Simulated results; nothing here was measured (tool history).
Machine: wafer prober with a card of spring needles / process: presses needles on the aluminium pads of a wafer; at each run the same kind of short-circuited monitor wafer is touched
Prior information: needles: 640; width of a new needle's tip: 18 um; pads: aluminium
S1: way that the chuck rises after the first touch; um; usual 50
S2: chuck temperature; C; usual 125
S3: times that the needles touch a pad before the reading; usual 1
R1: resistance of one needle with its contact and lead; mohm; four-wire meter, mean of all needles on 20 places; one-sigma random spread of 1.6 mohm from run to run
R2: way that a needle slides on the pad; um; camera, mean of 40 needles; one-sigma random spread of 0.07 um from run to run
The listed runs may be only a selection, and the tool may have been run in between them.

Run 1, hour 0: usual settings. Result: R1 197 mohm, R2 13.35 um.
At hour 13.5: tips cleaned on abrasive film.
Run 2, hour 20.2: usual settings. Result: R1 194 mohm, R2 13.27 um.
At hour 41.1: tips cleaned on abrasive film.
Run 3, hour 48.4: usual settings but S3 3. Result: R1 173 mohm, R2 13.22 um.
At hour 68.5: tips cleaned on abrasive film.
Run 4, hour 82.2: usual settings but S3 3. Result: R1 178 mohm, R2 13.29 um.
At hour 96.5: tips cleaned on abrasive film.
Run 5, hour 115.1: usual settings but S3 3. Result: R1 177 mohm, R2 13.26 um.
At hour 123.7: tips cleaned on abrasive film.
At hour 151.9: tips cleaned on abrasive film.
Run 6, hour 151.9: usual settings but S3 3. Result: R1 166 mohm, R2 13.25 um.
Run 7, hour 175.2: usual settings but S3 2. Result: R1 195 mohm, R2 13.24 um.
At hour 179.3: tips cleaned on abrasive film.
At hour 205.3: tips cleaned on abrasive film.
Run 8, hour 209.5: usual settings. Result: R1 186 mohm, R2 13.06 um.
At hour 231.2: tips cleaned on abrasive film.
Run 9, hour 236.5: usual settings but S1 41 um. Result: R1 202 mohm, R2 10.61 um.
At hour 259.9: tips cleaned on abrasive film.
Run 10, hour 268.5: usual settings but S1 41 um. Result: R1 218 mohm, R2 10.69 um.
At hour 287.5: tips cleaned on abrasive film.
Run 11, hour 301.8: usual settings. Result: R1 202 mohm, R2 13.09 um.
At hour 313.7: tips cleaned on abrasive film.
Run 12, hour 327.5: usual settings but S2 98 C. Result: R1 202 mohm, R2 13.19 um.
At hour 341.6: tips cleaned on abrasive film.
Run 13, hour 350.2: usual settings but S2 98 C. Result: R1 193 mohm, R2 13.11 um.
At hour 369.6: tips cleaned on abrasive film.
Run 14, hour 386.4: usual settings but S2 98 C. Result: R1 201 mohm, R2 13.02 um.
At hour 395.6: tips cleaned on abrasive film.
Run 15, hour 415.4: usual settings but S2 98 C. Result: R1 204 mohm, R2 12.98 um.
At hour 422.6: tips cleaned on abrasive film.
Run 16, hour 435.2: usual settings but S2 102 C. Result: R1 205 mohm, R2 13.06 um.
At hour 451: tips cleaned on abrasive film.
Run 17, hour 468.1: usual settings but S1 65 um, S2 26 C. Result: R1 169 mohm, R2 17.14 um.
At hour 478.6: tips cleaned on abrasive film.
Run 18, hour 488.6: usual settings but S1 65 um, S2 26 C. Result: R1 166 mohm, R2 17 um.
At hour 505.6: tips cleaned on abrasive film.
At hour 508.5: height of the first contact set anew.
Run 19, hour 515.9: usual settings but S1 46 um, S2 115 C, S3 2. Result: R1 191 mohm, R2 12.47 um.
At hour 534.1: tips cleaned on abrasive film.
Run 20, hour 536.9: usual settings but S1 42 um, S2 50 C, S3 2. Result: R1 169 mohm, R2 11.3 um.
At hour 561.1: tips cleaned on abrasive film.
Run 21, hour 562.6: usual settings but S1 64 um, S2 50 C. Result: R1 152 mohm, R2 17.11 um.
Run 22, hour 577.5: usual settings but S1 64 um, S2 50 C. Result: R1 175 mohm, R2 17.2 um.
At hour 587.9: tips cleaned on abrasive film.
Run 23, hour 601: usual settings but S1 34 um. Result: R1 255 mohm, R2 9.11 um.
At hour 613.8: tips cleaned on abrasive film.
Run 24, hour 622.4: usual settings but S1 56 um, S3 3. Result: R1 168 mohm, R2 14.96 um.
At hour 640.6: tips cleaned on abrasive film.
Run 25, hour 640.6: usual settings but S1 56 um, S3 3. Result: R1 162 mohm, R2 15.08 um.
Run 26, hour 665.8: usual settings but S1 61 um, S2 71 C, S3 3. Result: R1 163 mohm, R2 16.29 um.
At hour 668.7: tips cleaned on abrasive film.
Run 27, hour 691.6: usual settings but S1 61 um, S2 71 C, S3 3. Result: R1 161 mohm, R2 16.33 um.
At hour 695.2: tips cleaned on abrasive film.
Run 28, hour 708.9: usual settings but S1 42 um. Result: R1 221 mohm, R2 11.19 um.
At hour 722.9: tips cleaned on abrasive film.
Run 29, hour 735.6: usual settings but S1 42 um. Result: R1 224 mohm, R2 11.21 um.
At hour 749.2: tips cleaned on abrasive film.
Run 30, hour 765: usual settings but S1 48 um, S2 67 C, S3 2. Result: R1 186 mohm, R2 12.79 um.
At hour 776: tips cleaned on abrasive film.
Run 31, hour 794: usual settings. Result: R1 206 mohm, R2 13.38 um.
At hour 804.1: tips cleaned on abrasive film.
Run 32, hour 822.4: usual settings. Result: R1 207 mohm, R2 13.17 um.

Here are 3 independent what-if runs from the current tool condition. What would each one return?
At hour 831.1: tips cleaned on abrasive film.
Run A, hour 838.9: usual settings but S1 41 um, S2 55 C, S3 2. Result: R1 ?, R2 ?.
At hour 831.1: tips cleaned on abrasive film.
Run B, hour 838.9: usual settings but S1 64 um, S2 50 C, S3 2. Result: R1 ?, R2 ?.
At hour 831.1: tips cleaned on abrasive film.
Run C, hour 838.9: usual settings but S1 63 um, S2 46 C, S3 2. Result: R1 ?, R2 ?.

run   R1     R2
  A  185  10.76
  B  157  17.08
  C  160  16.76
With no hidden state in the tool, these same runs would have given:
run   R1     R2
  A  154  11.03
  B  143  17.36
  C  145  17.03
